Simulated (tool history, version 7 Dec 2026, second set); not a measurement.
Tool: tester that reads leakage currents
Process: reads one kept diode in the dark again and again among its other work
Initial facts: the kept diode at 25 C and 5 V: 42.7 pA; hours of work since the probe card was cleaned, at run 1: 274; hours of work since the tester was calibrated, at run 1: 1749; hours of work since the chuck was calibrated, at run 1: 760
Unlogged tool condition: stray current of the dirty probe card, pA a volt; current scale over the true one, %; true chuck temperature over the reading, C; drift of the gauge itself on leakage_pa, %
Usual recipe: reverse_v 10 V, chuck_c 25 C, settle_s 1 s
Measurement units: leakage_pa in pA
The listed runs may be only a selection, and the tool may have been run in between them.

run,day,reverse_v,chuck_c,settle_s,hours of work since the probe card was cleaned,hours of work since the tester was calibrated,hours of work since the chuck was calibrated,leakage_pa
1,0,10,25,1,274,1749,760,69.86
2,2.479,10,25,1,312,1788,798,70.3
3,5.058,10,25,1,352,1828,838,70.82
4,9.238,10,25,1,417,1893,903,71.74
5,11.529,10,25,1,453,1929,939,72.78
6,15.638,10,25,1,517,1992,1003,73.92
7,19.646,3.2,25,1,579,2055,1065,41.68
# day 20.338: tester calibrated
8,21.779,3.2,57,0.45,611,22,1097,604.43
9,26.054,17.9,25,1,677,89,1163,107.33
10,30.558,11.7,25,0.72,747,159,1233,88.34
11,34.021,13.6,24,0.72,801,213,1287,89.19
12,38.283,10,25,0.31,867,279,1353,88.55
13,42.204,10,25,0.31,928,340,1414,89.54
14,44.154,2.1,32,1,958,370,1444,67.84

Forecast each of these 5 alternatives for the next run:
A,46.492,7.2,37,2.05,995,406,1481,?
B,46.492,1.5,20,0.47,995,406,1481,?
C,46.492,2.1,39,1.15,995,406,1481,?
D,46.492,1.4,25,1,995,406,1481,?
E,46.492,12.6,34,9.61,995,406,1481,?

run,leakage_pa
A,190.63
B,20.75
C,123.59
D,30.49
E,195.03
Without the tool's hidden state the same runs would have given:
run,leakage_pa
A,151.89
B,15.91
C,100.2
D,23.8
E,151.61

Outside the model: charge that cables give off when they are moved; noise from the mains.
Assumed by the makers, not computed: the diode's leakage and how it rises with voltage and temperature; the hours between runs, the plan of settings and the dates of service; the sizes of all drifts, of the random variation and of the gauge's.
